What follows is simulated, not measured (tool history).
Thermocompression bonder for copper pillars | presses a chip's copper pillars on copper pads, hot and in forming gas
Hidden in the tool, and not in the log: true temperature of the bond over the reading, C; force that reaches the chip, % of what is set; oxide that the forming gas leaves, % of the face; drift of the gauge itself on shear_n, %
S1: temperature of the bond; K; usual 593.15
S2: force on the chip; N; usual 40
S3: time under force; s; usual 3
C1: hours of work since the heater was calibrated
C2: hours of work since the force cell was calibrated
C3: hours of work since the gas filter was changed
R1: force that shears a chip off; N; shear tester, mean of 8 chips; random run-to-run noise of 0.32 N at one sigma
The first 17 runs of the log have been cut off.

| run | hour | S1 | S2 | S3 | C1 | C2 | C3 | R1 |
|---|---|---|---|---|---|---|---|---|
| 18 | 511.8 | 595.15 | 38 | 5 | 869 | 233 | 68 | 62.8 |
| 19 | 540.3 | 588.15 | 32 | 3 | 881 | 245 | 80 | 41.2 |
| 20 | 563.3 | 587.15 | 32 | 6 | 891 | 255 | 90 | 54.7 |
|  | 573.5 | heater calibrated with a thermocouple chip |
| 21 | 607.8 | 587.15 | 32 | 6 | 15 | 273 | 108 | 52.0 |
| 22 | 632.5 | 587.15 | 32 | 6 | 26 | 284 | 119 | 51.7 |
| 23 | 653.6 | 617.15 | 56 | 4 | 35 | 293 | 128 | 85.2 |
|  | 656.8 | forming gas filter changed |
| 24 | 681.7 | 618.15 | 37 | 2 | 47 | 305 | 11 | 51.7 |
| 25 | 700.5 | 623.15 | 40 | 7 | 55 | 313 | 19 | 88.3 |
| 26 | 741.4 | 621.15 | 40 | 3 | 72 | 331 | 37 | 65.2 |
| 27 | 771.8 | 575.15 | 26 | 6 | 85 | 344 | 50 | 39.9 |
| 28 | 791.0 | 618.15 | 40 | 3 | 94 | 352 | 58 | 62.6 |
| 29 | 812.6 | 584.15 | 51 | 5 | 103 | 362 | 67 | 69.5 |
| 30 | 846.4 | 584.15 | 51 | 5 | 118 | 376 | 82 | 69.8 |

What if the next run were any one of these 5? Each begins from the tool's condition after run 30:
| A | 868.1 | 571.15 | 55 | 4 | 127 | 386 | 91 | ? |
| B | 868.1 | 618.15 | 51 | 3 | 127 | 386 | 91 | ? |
| C | 868.1 | 584.15 | 51 | 3 | 127 | 386 | 91 | ? |
| D | 868.1 | 619.15 | 51 | 3 | 127 | 386 | 91 | ? |
| E | 868.1 | 570.15 | 51 | 5 | 127 | 386 | 91 | ? |

| run | R1 |
|---|---|
| A | 60.5 |
| B | 74.7 |
| C | 57.3 |
| D | 75.5 |
| E | 61.2 |
With no hidden state in the tool, these same runs would have given:
| run | R1 |
|---|---|
| A | 63.1 |
| B | 77.9 |
| C | 59.7 |
| D | 78.7 |
| E | 63.8 |
